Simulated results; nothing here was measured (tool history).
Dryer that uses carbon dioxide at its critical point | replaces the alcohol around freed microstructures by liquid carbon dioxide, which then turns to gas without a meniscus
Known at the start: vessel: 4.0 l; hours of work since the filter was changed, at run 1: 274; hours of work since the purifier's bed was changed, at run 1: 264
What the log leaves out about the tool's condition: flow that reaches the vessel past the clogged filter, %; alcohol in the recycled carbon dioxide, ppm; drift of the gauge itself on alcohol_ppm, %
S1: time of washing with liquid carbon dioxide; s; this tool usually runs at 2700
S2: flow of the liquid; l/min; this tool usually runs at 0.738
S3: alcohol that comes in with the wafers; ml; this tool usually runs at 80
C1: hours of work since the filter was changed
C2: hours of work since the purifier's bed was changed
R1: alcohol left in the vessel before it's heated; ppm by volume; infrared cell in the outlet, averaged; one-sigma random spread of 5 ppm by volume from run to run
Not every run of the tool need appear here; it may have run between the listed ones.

{"run": 1, "day": 0.0, "S1": 2700, "S2": 0.738, "S3": 80, "C1": 274, "C2": 264, "R1": 38}
{"run": 2, "day": 0.346, "S1": 2700, "S2": 0.738, "S3": 80, "C1": 279, "C2": 269, "R1": 38}
{"run": 3, "day": 0.55, "S1": 2700, "S2": 0.738, "S3": 80, "C1": 282, "C2": 272, "R1": 51}
{"run": 4, "day": 0.938, "S1": 2820, "S2": 0.738, "S3": 80, "C1": 288, "C2": 278, "R1": 32}
{"run": 5, "day": 1.179, "S1": 2820, "S2": 0.738, "S3": 80, "C1": 291, "C2": 281, "R1": 27}
{"run": 6, "day": 1.396, "S1": 2820, "S2": 0.738, "S3": 80, "C1": 294, "C2": 285, "R1": 39}
{"run": 7, "day": 1.612, "S1": 2820, "S2": 0.738, "S3": 80, "C1": 298, "C2": 288, "R1": 37}
{"run": 8, "day": 2.104, "S1": 2700, "S2": 0.738, "S3": 80, "C1": 305, "C2": 295, "R1": 52}
{"run": 9, "day": 2.562, "S1": 3240, "S2": 0.738, "S3": 80, "C1": 311, "C2": 301, "R1": 38}
{"run": 10, "day": 2.871, "S1": 3240, "S2": 0.738, "S3": 80, "C1": 316, "C2": 306, "R1": 38}
{"day": 3.146, "done": "inlet filter changed"}
{"run": 11, "day": 3.175, "S1": 3240, "S2": 0.613, "S3": 80, "C1": 0, "C2": 310, "R1": 40}
{"run": 12, "day": 3.6, "S1": 2700, "S2": 0.738, "S3": 80, "C1": 7, "C2": 316, "R1": 36}
{"run": 13, "day": 3.962, "S1": 2700, "S2": 0.738, "S3": 80, "C1": 12, "C2": 321, "R1": 39}
{"run": 14, "day": 4.212, "S1": 3960, "S2": 0.738, "S3": 80, "C1": 15, "C2": 325, "R1": 40}
{"run": 15, "day": 4.442, "S1": 3960, "S2": 0.738, "S3": 80, "C1": 19, "C2": 328, "R1": 40}
{"run": 16, "day": 4.792, "S1": 2700, "S2": 0.738, "S3": 80, "C1": 24, "C2": 333, "R1": 49}
{"run": 17, "day": 5.042, "S1": 2700, "S2": 0.738, "S3": 80, "C1": 27, "C2": 336, "R1": 43}
{"run": 18, "day": 5.3, "S1": 2700, "S2": 0.561, "S3": 80, "C1": 31, "C2": 340, "R1": 73}
{"run": 19, "day": 5.679, "S1": 2700, "S2": 0.561, "S3": 80, "C1": 36, "C2": 346, "R1": 81}
{"run": 20, "day": 5.892, "S1": 2700, "S2": 0.561, "S3": 80, "C1": 40, "C2": 349, "R1": 83}
{"run": 21, "day": 6.308, "S1": 2340, "S2": 0.738, "S3": 40, "C1": 46, "C2": 355, "R1": 44}
{"run": 22, "day": 6.538, "S1": 2340, "S2": 0.92, "S3": 55, "C1": 49, "C2": 358, "R1": 46}
{"run": 23, "day": 6.971, "S1": 2700, "S2": 0.495, "S3": 116, "C1": 55, "C2": 364, "R1": 154}
{"run": 24, "day": 7.329, "S1": 2280, "S2": 0.832, "S3": 80, "C1": 60, "C2": 369, "R1": 53}
{"run": 25, "day": 7.592, "S1": 2100, "S2": 0.474, "S3": 100, "C1": 64, "C2": 373, "R1": 451}
{"run": 26, "day": 8.058, "S1": 1980, "S2": 1.197, "S3": 108, "C1": 71, "C2": 380, "R1": 52}
{"run": 27, "day": 8.421, "S1": 2160, "S2": 0.592, "S3": 99, "C1": 76, "C2": 385, "R1": 171}
{"run": 28, "day": 8.85, "S1": 1980, "S2": 0.999, "S3": 109, "C1": 82, "C2": 391, "R1": 50}
{"run": 29, "day": 9.117, "S1": 1980, "S2": 0.999, "S3": 109, "C1": 86, "C2": 395, "R1": 61}
{"run": 30, "day": 9.388, "S1": 4080, "S2": 0.644, "S3": 58, "C1": 90, "C2": 399, "R1": 44}
{"run": 31, "day": 9.862, "S1": 4080, "S2": 0.644, "S3": 58, "C1": 97, "C2": 406, "R1": 48}
{"run": 32, "day": 10.075, "S1": 4080, "S2": 0.49, "S3": 58, "C1": 100, "C2": 409, "R1": 62}
{"run": 33, "day": 10.425, "S1": 3660, "S2": 0.699, "S3": 94, "C1": 105, "C2": 414, "R1": 46}
{"run": 34, "day": 10.9, "S1": 3660, "S2": 0.699, "S3": 50, "C1": 112, "C2": 421, "R1": 38}
{"run": 35, "day": 11.296, "S1": 2940, "S2": 0.477, "S3": 23, "C1": 117, "C2": 426, "R1": 72}
{"run": 36, "day": 11.725, "S1": 2940, "S2": 0.457, "S3": 23, "C1": 123, "C2": 433, "R1": 72}

Some steps in R1, run to run, broken into two amounts with sign: the step expected even without the hidden condition (settings, incoming material, random variation), and the rest, left for the hidden condition together with whatever gauge scatter is not in both the measured and the hidden-condition-free result:
Run 24 -> 25: S1 2280 -> 2100, S2 0.832 -> 0.474, S3 80 -> 100. R1 +398 ppm by volume: hidden state +24, all else +374.
Run 25 -> 26: S1 2100 -> 1980, S2 0.474 -> 1.197, S3 100 -> 108. R1 -399 ppm by volume: hidden state -24, all else -375.
Run 26 -> 27: S1 1980 -> 2160, S2 1.197 -> 0.592, S3 108 -> 99. R1 +119 ppm by volume: hidden state +13, all else +106.
Run 27 -> 28: S1 2160 -> 1980, S2 0.592 -> 0.999, S3 99 -> 109. R1 -121 ppm by volume: hidden state -11, all else -110.

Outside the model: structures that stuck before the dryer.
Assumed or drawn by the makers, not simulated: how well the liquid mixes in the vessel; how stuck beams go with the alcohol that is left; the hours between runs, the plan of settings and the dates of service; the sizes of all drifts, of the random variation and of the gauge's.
